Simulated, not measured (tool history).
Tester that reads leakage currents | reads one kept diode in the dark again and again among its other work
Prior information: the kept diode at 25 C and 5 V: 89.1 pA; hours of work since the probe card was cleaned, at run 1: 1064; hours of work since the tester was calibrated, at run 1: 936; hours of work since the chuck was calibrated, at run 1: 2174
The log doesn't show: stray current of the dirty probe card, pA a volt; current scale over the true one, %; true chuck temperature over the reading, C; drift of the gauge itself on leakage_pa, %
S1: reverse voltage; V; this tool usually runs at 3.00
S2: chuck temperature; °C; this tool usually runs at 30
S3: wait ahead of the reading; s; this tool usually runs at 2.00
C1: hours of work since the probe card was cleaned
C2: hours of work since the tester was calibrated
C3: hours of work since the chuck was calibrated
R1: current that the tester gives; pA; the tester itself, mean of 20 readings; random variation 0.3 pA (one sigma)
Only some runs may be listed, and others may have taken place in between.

{"run": 1, "day": 0.0, "S1": 3.0, "S2": 30, "S3": 2.0, "C1": 1064, "C2": 936, "C3": 2174, "R1": 119.43}
{"day": 0.854, "done": "chuck's temperature calibrated"}
{"run": 2, "day": 2.629, "S1": 3.0, "S2": 30, "S3": 2.0, "C1": 1098, "C2": 970, "C3": 24, "R1": 102.75}
{"run": 3, "day": 4.925, "S1": 3.0, "S2": 30, "S3": 2.0, "C1": 1129, "C2": 1001, "C3": 55, "R1": 102.71}
{"run": 4, "day": 6.038, "S1": 3.0, "S2": 30, "S3": 1.31, "C1": 1144, "C2": 1016, "C3": 70, "R1": 103.4}
{"run": 5, "day": 8.279, "S1": 3.0, "S2": 30, "S3": 1.31, "C1": 1174, "C2": 1046, "C3": 100, "R1": 103.9}
{"run": 6, "day": 9.979, "S1": 3.0, "S2": 30, "S3": 1.31, "C1": 1197, "C2": 1069, "C3": 123, "R1": 103.24}
{"run": 7, "day": 11.758, "S1": 3.0, "S2": 30, "S3": 1.31, "C1": 1221, "C2": 1092, "C3": 147, "R1": 103.89}
{"run": 8, "day": 13.171, "S1": 1.02, "S2": 30, "S3": 2.0, "C1": 1240, "C2": 1111, "C3": 166, "R1": 55.26}
{"run": 9, "day": 14.542, "S1": 3.0, "S2": 30, "S3": 2.0, "C1": 1258, "C2": 1130, "C3": 184, "R1": 103.72}
{"run": 10, "day": 16.417, "S1": 3.0, "S2": 30, "S3": 2.0, "C1": 1283, "C2": 1155, "C3": 209, "R1": 105.01}
{"run": 11, "day": 18.046, "S1": 3.0, "S2": 30, "S3": 2.0, "C1": 1305, "C2": 1177, "C3": 231, "R1": 104.79}
{"run": 12, "day": 19.188, "S1": 3.0, "S2": 30, "S3": 2.82, "C1": 1321, "C2": 1192, "C3": 246, "R1": 103.96}
{"run": 13, "day": 20.35, "S1": 3.0, "S2": 30, "S3": 2.82, "C1": 1336, "C2": 1208, "C3": 262, "R1": 104.36}
{"run": 14, "day": 22.55, "S1": 3.0, "S2": 30, "S3": 2.82, "C1": 1366, "C2": 1238, "C3": 292, "R1": 105.21}
{"run": 15, "day": 24.433, "S1": 3.0, "S2": 30, "S3": 2.82, "C1": 1391, "C2": 1263, "C3": 317, "R1": 105.35}
{"run": 16, "day": 25.771, "S1": 3.0, "S2": 30, "S3": 1.61, "C1": 1409, "C2": 1281, "C3": 335, "R1": 105.92}
{"run": 17, "day": 27.888, "S1": 3.0, "S2": 30, "S3": 1.61, "C1": 1438, "C2": 1309, "C3": 363, "R1": 106.35}
{"run": 18, "day": 29.758, "S1": 3.0, "S2": 30, "S3": 1.61, "C1": 1463, "C2": 1334, "C3": 389, "R1": 105.6}
{"run": 19, "day": 31.279, "S1": 8.07, "S2": 30, "S3": 1.61, "C1": 1483, "C2": 1355, "C3": 409, "R1": 192.26}
{"run": 20, "day": 33.1, "S1": 3.0, "S2": 30, "S3": 2.0, "C1": 1508, "C2": 1379, "C3": 433, "R1": 106.58}
{"run": 21, "day": 34.233, "S1": 3.2, "S2": 30, "S3": 0.34, "C1": 1523, "C2": 1395, "C3": 449, "R1": 111.22}
{"run": 22, "day": 36.538, "S1": 3.2, "S2": 30, "S3": 0.34, "C1": 1554, "C2": 1426, "C3": 480, "R1": 112.32}
{"run": 23, "day": 38.304, "S1": 19.55, "S2": 30, "S3": 0.85, "C1": 1578, "C2": 1449, "C3": 503, "R1": 331.0}
{"run": 24, "day": 40.35, "S1": 19.55, "S2": 30, "S3": 0.85, "C1": 1605, "C2": 1477, "C3": 531, "R1": 332.82}
{"run": 25, "day": 41.825, "S1": 9.67, "S2": 30, "S3": 0.85, "C1": 1625, "C2": 1497, "C3": 551, "R1": 219.0}
{"run": 26, "day": 43.638, "S1": 9.67, "S2": 30, "S3": 0.85, "C1": 1649, "C2": 1521, "C3": 575, "R1": 219.18}
{"run": 27, "day": 45.175, "S1": 3.4, "S2": 32, "S3": 9.12, "C1": 1670, "C2": 1542, "C3": 596, "R1": 135.21}
{"run": 28, "day": 46.567, "S1": 3.4, "S2": 32, "S3": 9.12, "C1": 1689, "C2": 1560, "C3": 614, "R1": 135.37}
{"run": 29, "day": 48.442, "S1": 1.35, "S2": 32, "S3": 1.56, "C1": 1714, "C2": 1586, "C3": 640, "R1": 79.29}
{"run": 30, "day": 50.675, "S1": 4.42, "S2": 30, "S3": 2.0, "C1": 1744, "C2": 1616, "C3": 670, "R1": 137.02}
{"run": 31, "day": 52.942, "S1": 1.08, "S2": 45, "S3": 3.72, "C1": 1774, "C2": 1646, "C3": 700, "R1": 183.44}
{"run": 32, "day": 55.067, "S1": 1.08, "S2": 45, "S3": 3.72, "C1": 1803, "C2": 1675, "C3": 729, "R1": 183.35}
{"run": 33, "day": 57.212, "S1": 1.08, "S2": 60, "S3": 3.72, "C1": 1832, "C2": 1704, "C3": 758, "R1": 514.7}
{"run": 34, "day": 59.492, "S1": 1.08, "S2": 24, "S3": 1.07, "C1": 1862, "C2": 1734, "C3": 788, "R1": 37.76}
{"run": 35, "day": 61.083, "S1": 1.77, "S2": 37, "S3": 0.62, "C1": 1884, "C2": 1756, "C3": 810, "R1": 137.2}
{"run": 36, "day": 63.396, "S1": 4.1, "S2": 38, "S3": 2.0, "C1": 1915, "C2": 1787, "C3": 841, "R1": 242.37}
{"run": 37, "day": 65.942, "S1": 1.36, "S2": 42, "S3": 0.35, "C1": 1949, "C2": 1821, "C3": 875, "R1": 171.01}
{"run": 38, "day": 67.679, "S1": 1.1, "S2": 25, "S3": 2.43, "C1": 1973, "C2": 1844, "C3": 898, "R1": 41.74}
{"run": 39, "day": 69.329, "S1": 1.1, "S2": 25, "S3": 2.43, "C1": 1995, "C2": 1866, "C3": 921, "R1": 41.63}

Same runs, no hidden state in the tool, same run-to-run variation:
run=1 R1=99.63
run=2 R1=100.01
run=3 R1=99.68
run=4 R1=100.21
run=5 R1=100.41
run=6 R1=99.54
run=7 R1=99.94
run=8 R1=53.65
run=9 R1=99.41
run=10 R1=100.43
run=11 R1=100.00
run=12 R1=99.05
run=13 R1=99.29
run=14 R1=99.84
run=15 R1=99.73
run=16 R1=100.11
run=17 R1=100.25
run=18 R1=99.31
run=19 R1=177.28
run=20 R1=99.79
run=21 R1=103.94
run=22 R1=104.64
run=23 R1=295.02
run=24 R1=295.70
run=25 R1=198.09
run=26 R1=197.75
run=27 R1=125.16
run=28 R1=125.11
run=29 R1=73.95
run=30 R1=124.52
run=31 R1=173.61
run=32 R1=173.20
run=33 R1=489.79
run=34 R1=34.04
run=35 R1=127.16
run=36 R1=222.61
run=37 R1=159.17
run=38 R1=37.37
run=39 R1=37.18

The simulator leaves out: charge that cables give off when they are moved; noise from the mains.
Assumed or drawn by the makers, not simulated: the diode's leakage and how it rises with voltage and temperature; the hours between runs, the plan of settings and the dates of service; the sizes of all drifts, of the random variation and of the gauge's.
